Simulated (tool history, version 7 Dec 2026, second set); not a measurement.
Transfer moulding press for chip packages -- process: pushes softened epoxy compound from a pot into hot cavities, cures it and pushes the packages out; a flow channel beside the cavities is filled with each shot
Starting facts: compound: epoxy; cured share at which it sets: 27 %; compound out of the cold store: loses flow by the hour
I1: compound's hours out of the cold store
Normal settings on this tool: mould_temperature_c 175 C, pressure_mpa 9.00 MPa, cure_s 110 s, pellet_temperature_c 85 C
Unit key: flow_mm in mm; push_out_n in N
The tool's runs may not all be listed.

run 1 hour=0.0 | mould_temperature_c=175 pressure_mpa=9.00 cure_s=110 pellet_temperature_c=85 | I1=9.4 | flow_mm=662 push_out_n=252
-- hour=5.1 mould's thermocouples calibrated
-- hour=35.7 plunger's sealing rings changed
run 2 hour=37.4 | mould_temperature_c=175 pressure_mpa=9.00 cure_s=110 pellet_temperature_c=85 | I1=26.7 | flow_mm=662 push_out_n=297
run 3 hour=82.0 | mould_temperature_c=175 pressure_mpa=9.00 cure_s=110 pellet_temperature_c=85 | I1=37.9 | flow_mm=622 push_out_n=316
-- hour=116.5 cavities cleaned with cleaning compound and waxed
run 4 hour=121.8 | mould_temperature_c=175 pressure_mpa=9.00 cure_s=110 pellet_temperature_c=85 | I1=45.8 | flow_mm=600 push_out_n=207
run 5 hour=150.5 | mould_temperature_c=175 pressure_mpa=9.00 cure_s=110 pellet_temperature_c=85 | I1=21.4 | flow_mm=659 push_out_n=257
run 6 hour=194.9 | mould_temperature_c=175 pressure_mpa=9.00 cure_s=108 pellet_temperature_c=85 | I1=33.6 | flow_mm=625 push_out_n=301
run 7 hour=248.3 | mould_temperature_c=175 pressure_mpa=9.00 cure_s=108 pellet_temperature_c=85 | I1=29.2 | flow_mm=630 push_out_n=339
-- hour=269.4 cavities cleaned with cleaning compound and waxed
run 8 hour=305.4 | mould_temperature_c=175 pressure_mpa=9.00 cure_s=108 pellet_temperature_c=85 | I1=22.2 | flow_mm=647 push_out_n=256
run 9 hour=371.5 | mould_temperature_c=175 pressure_mpa=9.00 cure_s=110 pellet_temperature_c=85 | I1=23.3 | flow_mm=641 push_out_n=340
run 10 hour=415.4 | mould_temperature_c=175 pressure_mpa=9.00 cure_s=100 pellet_temperature_c=85 | I1=8.6 | flow_mm=671 push_out_n=394
-- hour=421.2 cavities cleaned with cleaning compound and waxed
run 11 hour=465.4 | mould_temperature_c=175 pressure_mpa=9.00 cure_s=100 pellet_temperature_c=85 | I1=17.7 | flow_mm=644 push_out_n=288
run 12 hour=534.2 | mould_temperature_c=175 pressure_mpa=9.00 cure_s=119 pellet_temperature_c=85 | I1=32.1 | flow_mm=605 push_out_n=321
-- hour=556.3 plunger's sealing rings changed
-- hour=576.8 cavities cleaned with cleaning compound and waxed
run 13 hour=605.6 | mould_temperature_c=175 pressure_mpa=9.00 cure_s=134 pellet_temperature_c=85 | I1=14.0 | flow_mm=698 push_out_n=216
run 14 hour=663.0 | mould_temperature_c=175 pressure_mpa=10.18 cure_s=110 pellet_temperature_c=85 | I1=20.1 | flow_mm=706 push_out_n=309
run 15 hour=693.7 | mould_temperature_c=175 pressure_mpa=10.18 cure_s=110 pellet_temperature_c=85 | I1=19.0 | flow_mm=707 push_out_n=345

Run 16 is up next; what results do you expect?
-- hour=727.3 cavities cleaned with cleaning compound and waxed
run 16 hour=747.5 | mould_temperature_c=175 pressure_mpa=10.40 cure_s=110 pellet_temperature_c=85 | I1=39.2 | flow_mm=? push_out_n=?

{"run 16": {"flow_mm": 650, "push_out_n": 231}}
Take away the tool's hidden state, keep the run-to-run variation as it was, and the same run would have given flow_mm 667 mm, push_out_n 203 N.

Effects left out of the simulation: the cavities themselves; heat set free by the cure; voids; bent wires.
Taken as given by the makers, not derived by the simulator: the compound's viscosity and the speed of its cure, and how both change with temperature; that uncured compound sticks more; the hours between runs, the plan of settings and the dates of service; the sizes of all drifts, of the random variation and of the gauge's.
